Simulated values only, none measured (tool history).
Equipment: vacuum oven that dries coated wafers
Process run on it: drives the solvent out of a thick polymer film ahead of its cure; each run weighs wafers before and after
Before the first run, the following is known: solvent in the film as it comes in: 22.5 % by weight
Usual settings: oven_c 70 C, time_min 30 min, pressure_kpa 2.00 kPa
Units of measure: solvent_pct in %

| run | hour | oven_c | time_min | pressure_kpa | solvent_pct |
|---|---|---|---|---|---|
| 1 | 0.0 | 70 | 30 | 2.00 | 2.72 |
| 2 | 72.1 | 70 | 30 | 2.00 | 2.60 |
| 3 | 132.0 | 70 | 30 | 4.25 | 4.08 |
| 4 | 225.7 | 70 | 30 | 4.25 | 4.04 |
| 5 | 298.2 | 70 | 30 | 4.25 | 4.11 |
| 6 | 373.6 | 70 | 30 | 2.00 | 2.58 |
| 7 | 446.6 | 81 | 30 | 2.27 | 1.12 |
| 8 | 533.9 | 78 | 40 | 1.93 | 0.98 |
| 9 | 578.1 | 70 | 30 | 2.12 | 2.76 |
| 10 | 664.5 | 70 | 30 | 2.12 | 2.69 |
| 11 | 735.0 | 70 | 30 | 2.12 | 2.73 |

5 ways to go on from here, each from the tool as it stands after run 11. What would each give?
| A | 792.2 | 70 | 30 | 7.59 | ? |
| B | 792.2 | 59 | 30 | 2.00 | ? |
| C | 792.2 | 81 | 34 | 2.23 | ? |
| D | 792.2 | 74 | 17 | 3.24 | ? |
| E | 792.2 | 59 | 47 | 2.14 | ? |

| run | solvent_pct |
|---|---|
| A | 6.32 |
| B | 7.23 |
| C | 0.99 |
| D | 4.29 |
| E | 5.12 |
Had the tool no hidden state, the same runs would have come out as:
| run | solvent_pct |
|---|---|
| A | 6.29 |
| B | 7.19 |
| C | 0.98 |
| D | 4.26 |
| E | 5.08 |
